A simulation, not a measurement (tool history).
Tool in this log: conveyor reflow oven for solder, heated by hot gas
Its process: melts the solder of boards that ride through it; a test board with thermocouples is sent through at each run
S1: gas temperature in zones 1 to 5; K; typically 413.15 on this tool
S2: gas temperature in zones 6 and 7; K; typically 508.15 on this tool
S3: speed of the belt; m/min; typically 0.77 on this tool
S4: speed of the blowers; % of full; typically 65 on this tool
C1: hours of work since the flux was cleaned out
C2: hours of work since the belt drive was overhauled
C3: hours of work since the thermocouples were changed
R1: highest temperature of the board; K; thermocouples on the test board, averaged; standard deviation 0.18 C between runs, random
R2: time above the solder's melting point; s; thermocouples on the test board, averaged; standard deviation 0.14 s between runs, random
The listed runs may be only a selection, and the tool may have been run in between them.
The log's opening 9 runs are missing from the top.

run   hour      S1      S2     S3  S4   C1   C2   C3      R1    R2
 10  118.3  413.15  508.15   0.77  65  338  163  467  484.95  42.1
 11  129.7  413.15  508.15   0.77  65  344  169  472  485.05  42.3
 12  139.4  413.15  508.15   0.77  65  349  174  477  484.35  41.9
 13  153.1  413.15  508.15   0.77  77  356  180  484  487.75  44.9
 14  166.5  413.15  508.15   0.77  77  362  187  491  487.65  44.9
     172.2  -- belt drive overhauled, speed set with a stopwatch
 15  179.5  413.15  508.15   0.77  77  367    4  495  487.45  44.9
 16  187.5  413.15  508.15   0.77  74  371    8  499  487.15  44.3
 17  195.7  413.15  510.15   0.77  65  375   12  503  485.95  43.6
 18  204.8  413.15  510.15   0.77  65  379   16  508  485.85  43.4
 19  214.7  413.15  511.15  0.853  72  384   21  513  485.05  37.6
 20  224.5  413.15  511.15  0.853  72  389   26  518  484.95  37.8
     239.7  -- belt drive overhauled, speed set with a stopwatch, once more
 21  242.5  413.15  497.15   0.77  81  396    1  525  478.95  38.7
 22  254.1  408.15  508.15  0.674  51  402    7  530  483.55  45.6
 23  266.8  402.15  508.15  0.725  65  408   14  537  484.05  41.6
 24  275.7  402.15  508.15  0.725  65  413   18  541  484.05  41.2
 25  291.9  415.15  508.15  0.719  56  421   26  549  484.65  45.6
 26  301.4  422.15  508.15  0.746  65  426   31  554  487.05  48.9
     312.5  -- flux residue cleaned out of gas plates and filters
 27  315.7  422.15  515.15    0.8  65    2   35  559  492.65  48.2
 28  323.6  413.15  508.15  0.792  65    6   39  563  484.65  41.1
 29  336.2  427.15  503.15  0.788  50   12   46  569  479.25  40.2
 30  350.5  427.15  503.15  0.788  50   19   53  576  479.55  40.5
 31    367  427.15  503.15  0.788  50   27   61  584  479.25  40.5

Predict each of these 3 candidate next runs independently; none follows another, all start after run 31:
  A  384.6  413.15  503.15  0.889  61  36  70  593   ?   ?
  B  384.6  408.15  503.15  0.788  50  36  70  593   ?   ?
  C  384.6  422.15  520.15  0.788  63  36  70  593   ?   ?

run      R1    R2
  A  474.75  27.4
  B  473.65  28.6
  C  495.85  51.4
Without the tool's unlogged condition, the same runs would have read:
run      R1    R2
  A  476.25  28.8
  B  475.05  30.1
  C  497.35  52.2

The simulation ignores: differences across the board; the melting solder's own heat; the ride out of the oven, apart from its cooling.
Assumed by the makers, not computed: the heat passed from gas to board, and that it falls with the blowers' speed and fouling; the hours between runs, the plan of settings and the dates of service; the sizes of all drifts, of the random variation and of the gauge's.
